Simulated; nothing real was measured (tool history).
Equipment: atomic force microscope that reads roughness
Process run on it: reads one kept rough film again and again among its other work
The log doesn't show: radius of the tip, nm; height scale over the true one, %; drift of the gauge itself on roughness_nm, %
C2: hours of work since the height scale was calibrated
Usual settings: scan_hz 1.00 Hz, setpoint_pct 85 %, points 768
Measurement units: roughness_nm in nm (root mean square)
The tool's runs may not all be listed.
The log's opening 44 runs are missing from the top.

-- day=13.354 new tip fitted
run 45 day=13.571 | scan_hz=1.58 setpoint_pct=85 points=768 | pictures_with_this_tip=10 C2=409 | roughness_nm=2.457
run 46 day=13.779 | scan_hz=1.18 setpoint_pct=79 points=673 | pictures_with_this_tip=20 C2=412 | roughness_nm=2.665
run 47 day=13.971 | scan_hz=2.09 setpoint_pct=56 points=875 | pictures_with_this_tip=29 C2=414 | roughness_nm=2.827
run 48 day=14.217 | scan_hz=0.66 setpoint_pct=73 points=302 | pictures_with_this_tip=40 C2=418 | roughness_nm=2.760
run 49 day=14.625 | scan_hz=0.66 setpoint_pct=73 points=629 | pictures_with_this_tip=59 C2=424 | roughness_nm=2.843
run 50 day=15.046 | scan_hz=0.66 setpoint_pct=73 points=629 | pictures_with_this_tip=79 C2=430 | roughness_nm=2.833
run 51 day=15.238 | scan_hz=1.00 setpoint_pct=61 points=768 | pictures_with_this_tip=88 C2=433 | roughness_nm=2.882
run 52 day=15.438 | scan_hz=1.00 setpoint_pct=61 points=768 | pictures_with_this_tip=97 C2=436 | roughness_nm=2.876
run 53 day=15.750 | scan_hz=1.80 setpoint_pct=79 points=364 | pictures_with_this_tip=112 C2=441 | roughness_nm=2.464

Forecast each of these 3 alternatives for the next run:
run A day=16.012 | scan_hz=3.78 setpoint_pct=66 points=768 | pictures_with_this_tip=124 C2=445 | roughness_nm=?
run B day=16.012 | scan_hz=0.61 setpoint_pct=79 points=419 | pictures_with_this_tip=124 C2=445 | roughness_nm=?
run C day=16.012 | scan_hz=1.96 setpoint_pct=85 points=768 | pictures_with_this_tip=124 C2=445 | roughness_nm=?

run=A roughness_nm=2.504
run=B roughness_nm=2.772
run=C roughness_nm=2.360
Had the tool no hidden state, the same runs would have come out as:
run=A roughness_nm=2.510
run=B roughness_nm=2.780
run=C roughness_nm=2.366
